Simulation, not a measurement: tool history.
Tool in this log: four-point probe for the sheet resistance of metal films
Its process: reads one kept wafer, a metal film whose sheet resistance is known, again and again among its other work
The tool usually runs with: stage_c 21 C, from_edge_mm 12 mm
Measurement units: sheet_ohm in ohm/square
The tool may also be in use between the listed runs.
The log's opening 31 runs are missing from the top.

{"run": 32, "hour": 1234.0, "stage_c": 24, "from_edge_mm": 4, "sheet_ohm": 0.095922}
{"run": 33, "hour": 1278.4, "stage_c": 18, "from_edge_mm": 4, "sheet_ohm": 0.096605}
{"run": 34, "hour": 1314.5, "stage_c": 18, "from_edge_mm": 4, "sheet_ohm": 0.096689}
{"run": 35, "hour": 1369.9, "stage_c": 18, "from_edge_mm": 4, "sheet_ohm": 0.096666}
{"run": 36, "hour": 1408.6, "stage_c": 18, "from_edge_mm": 4, "sheet_ohm": 0.096727}
{"run": 37, "hour": 1446.9, "stage_c": 21, "from_edge_mm": 53, "sheet_ohm": 0.09561}
{"run": 38, "hour": 1498.8, "stage_c": 21, "from_edge_mm": 53, "sheet_ohm": 0.095601}
{"run": 39, "hour": 1547.9, "stage_c": 21, "from_edge_mm": 28, "sheet_ohm": 0.095668}
{"run": 40, "hour": 1607.3, "stage_c": 26, "from_edge_mm": 28, "sheet_ohm": 0.095167}
{"run": 41, "hour": 1643.4, "stage_c": 26, "from_edge_mm": 50, "sheet_ohm": 0.095175}
{"run": 42, "hour": 1701.1, "stage_c": 22, "from_edge_mm": 36, "sheet_ohm": 0.095659}
{"run": 43, "hour": 1739.1, "stage_c": 30, "from_edge_mm": 51, "sheet_ohm": 0.094832}
{"run": 44, "hour": 1791.7, "stage_c": 29, "from_edge_mm": 12, "sheet_ohm": 0.095064}
{"hour": 1798.4, "done": "new probe head fitted"}
{"run": 45, "hour": 1840.9, "stage_c": 29, "from_edge_mm": 12, "sheet_ohm": 0.094185}
{"run": 46, "hour": 1880.7, "stage_c": 29, "from_edge_mm": 5, "sheet_ohm": 0.094639}

Each row is a separate what-if for the run after 46, all from the same tool condition, not one after another. Results?
{"run": "A", "hour": 1921.7, "stage_c": 30, "from_edge_mm": 57, "sheet_ohm": "?"}
{"run": "B", "hour": 1921.7, "stage_c": 23, "from_edge_mm": 11, "sheet_ohm": "?"}
{"run": "C", "hour": 1921.7, "stage_c": 23, "from_edge_mm": 54, "sheet_ohm": "?"}

run=A sheet_ohm=0.094039
run=B sheet_ohm=0.094907
run=C sheet_ohm=0.094777
Without the tool's unlogged condition, the same runs would have read:
run=A sheet_ohm=0.09395
run=B sheet_ohm=0.094814
run=C sheet_ohm=0.094685
